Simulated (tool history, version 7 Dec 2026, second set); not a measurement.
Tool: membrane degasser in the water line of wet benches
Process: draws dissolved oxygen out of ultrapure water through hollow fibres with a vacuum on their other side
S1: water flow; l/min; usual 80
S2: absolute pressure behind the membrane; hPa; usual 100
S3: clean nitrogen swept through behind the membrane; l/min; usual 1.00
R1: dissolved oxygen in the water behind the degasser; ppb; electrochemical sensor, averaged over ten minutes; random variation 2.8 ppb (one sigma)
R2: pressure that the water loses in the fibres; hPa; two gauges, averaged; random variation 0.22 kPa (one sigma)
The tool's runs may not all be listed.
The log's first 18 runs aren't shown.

run    hour   S1   S2    S3      R1     R2
 19  3792.1   80  167  1.00  1573.1  588.5
 20  4009.8   80  167  0.82  1767.4  589.2
 21  4241.0   88  100  0.63  1191.0  648.2
 22  4514.4   80  100  0.88   934.8  590.6
 23  4769.1   65   80  0.88   589.1  480.3
 24  5015.4   68   80  1.55   414.3  500.7
     5093.9  -- seals of the vacuum lines changed
 25  5181.0   67  207  1.55  1310.7  496.5
 26  5403.4   67  207  1.55  1311.5  494.0
 27  5558.8   97   65  1.62   404.2  715.1
 28  5768.8  117   65  1.25   563.4  866.3
     5930.3  -- vacuum gauge calibrated
 29  5973.5  117   65  1.25   548.4  868.0
 30  6165.0   48   65  0.72   376.3  357.4
 31  6441.7   48   65  0.72   377.2  357.0
 32  6610.4   89  157  0.80  1784.4  665.5

4 ways to go on from here, each from the tool as it stands after run 32. What would each give?
  A  6789.4  69  157  0.80   ?   ?
  B  6789.4  89  159  0.80   ?   ?
  C  6789.4  89  157  0.81   ?   ?
  D  6789.4  99  100  1.00   ?   ?

run      R1     R2
  A  1529.0  514.4
  B  1811.9  662.2
  C  1774.1  661.3
  D  1001.7  738.8
Without the tool's hidden state the same runs would have given:
run      R1     R2
  A  1525.8  475.0
  B  1804.0  611.4
  C  1766.2  610.4
  D   987.1  682.0
